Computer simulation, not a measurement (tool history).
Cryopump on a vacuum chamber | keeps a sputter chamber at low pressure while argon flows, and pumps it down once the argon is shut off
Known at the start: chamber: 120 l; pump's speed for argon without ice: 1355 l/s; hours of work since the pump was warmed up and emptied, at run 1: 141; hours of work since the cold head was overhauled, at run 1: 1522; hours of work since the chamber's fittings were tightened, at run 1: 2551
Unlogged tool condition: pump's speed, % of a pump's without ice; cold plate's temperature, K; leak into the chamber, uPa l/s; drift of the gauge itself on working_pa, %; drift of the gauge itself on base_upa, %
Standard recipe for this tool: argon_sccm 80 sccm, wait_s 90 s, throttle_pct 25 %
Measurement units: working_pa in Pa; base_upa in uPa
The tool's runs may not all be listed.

run   hour  argon_sccm  wait_s  throttle_pct  hours of work since the pump was warmed up and emptied  hours of work since the cold head was overhauled  hours of work since the chamber's fittings were tightened  working_pa  base_upa
  1      0          80      90            25                                                     141                                              1522                                                       2551      0.4175      1.85
  2   95.9          80      90            25                                                     181                                              1562                                                       2592      0.4229      1.83
  3  161.4          80      90            25                                                     208                                              1590                                                       2619      0.4232      1.85
  4  253.3         127      90            25                                                     247                                              1628                                                       2658      0.6812      1.98
  5  304.5         127      90            25                                                     269                                              1650                                                       2679      0.6911      2.04
  6  380.2         127      90            25                                                     300                                              1682                                                       2711      0.7019      2.03
     416.2  -- pump warmed up, emptied and cooled again
  7  485.9         127      90            25                                                      29                                              1724                                                       2753      0.6459      1.79
  8  578.9          35     126            50                                                      68                                              1763                                                       2792      0.0908      1.54
  9  640.1         151     151            22                                                      94                                              1789                                                       2818      0.8795      1.43
 10  697.9         125      21            22                                                     118                                              1813                                                       2843      0.7294      5.26
 11  755.8         125      21            22                                                     143                                              1838                                                       2867       0.734      5.31
 12  852.7          80      90            25                                                     184                                              1878                                                       2908      0.4202      1.94

Here are 5 independent what-if runs from the current tool condition. What would each one return?
  A  939.5          80      90            17                                                     220                                              1915                                                       2944           ?         ?
  B  939.5         108      22            29                                                     220                                              1915                                                       2944           ?         ?
  C  939.5          80     131            20                                                     220                                              1915                                                       2944           ?         ?
  D  939.5          51      25            25                                                     220                                              1915                                                       2944           ?         ?
  E  939.5          32      35            38                                                     220                                              1915                                                       2944           ?         ?

run  working_pa  base_upa
  A      0.6143      1.97
  B      0.5033      5.29
  C      0.5238      1.69
  D      0.2715       4.8
  E      0.1153      3.67
The same runs, with their run-to-run variation unchanged, on a tool lacking any hidden condition would have given:
run  working_pa  base_upa
  A       0.588      1.24
  B      0.4677      4.54
  C      0.4976      0.95
  D      0.2548      4.06
  E      0.1048      2.93
